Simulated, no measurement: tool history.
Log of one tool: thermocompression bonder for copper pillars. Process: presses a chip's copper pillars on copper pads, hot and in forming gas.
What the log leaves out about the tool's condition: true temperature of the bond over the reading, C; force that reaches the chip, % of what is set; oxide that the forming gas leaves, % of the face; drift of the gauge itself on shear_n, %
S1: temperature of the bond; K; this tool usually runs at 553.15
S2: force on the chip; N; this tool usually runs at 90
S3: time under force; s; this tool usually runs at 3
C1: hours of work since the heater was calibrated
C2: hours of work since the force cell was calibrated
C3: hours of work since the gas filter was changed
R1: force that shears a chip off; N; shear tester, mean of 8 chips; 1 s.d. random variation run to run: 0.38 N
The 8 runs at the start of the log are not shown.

run,hour,S1,S2,S3,C1,C2,C3,R1
9,601.7,571.15,90,3,224,291,278,100.9
10,642.5,553.15,90,3,250,316,304,85.2
11,701.5,542.15,90,3,287,354,341,74.3
12,794.5,532.15,90,3,346,413,400,64.9
# hour 876.7: forming gas filter changed
13,884.0,553.15,90,3,403,469,5,85.6
14,928.5,553.15,90,3,431,498,33,86.5
15,1012.7,553.15,90,3,485,551,86,85.2
16,1056.9,553.15,90,3,513,579,114,86.7
17,1103.7,553.15,90,3,542,609,144,86.3
18,1158.9,553.15,90,3,577,644,179,85.8
# hour 1201.3: gauge calibrated
19,1201.3,553.15,90,3,604,671,206,84.3
20,1257.5,553.15,90,3,640,706,242,84.2
21,1310.2,539.15,93,2,673,740,275,62.9
22,1355.6,553.15,90,3,702,769,304,84.4
23,1432.9,556.15,105,8,751,818,353,114.3
24,1493.0,556.15,105,8,789,856,391,114.7
25,1561.8,547.15,55,2,833,899,435,49.1
# hour 1583.6: forming gas filter changed
26,1619.0,559.15,87,3,869,935,22,89.4
27,1668.1,559.15,87,3,900,967,54,88.9
28,1726.2,580.15,108,7,937,1003,91,126.0

Run 29, settings as shown, results not yet in. Your forecast:
# hour 1748.6: heater calibrated with a thermocouple chip
29,1815.3,529.15,90,3,42,1059,146,?

For run 29 the tool returned R1 61.8 N.
With no hidden state in the tool, this same run would have given R1 61.0 N.

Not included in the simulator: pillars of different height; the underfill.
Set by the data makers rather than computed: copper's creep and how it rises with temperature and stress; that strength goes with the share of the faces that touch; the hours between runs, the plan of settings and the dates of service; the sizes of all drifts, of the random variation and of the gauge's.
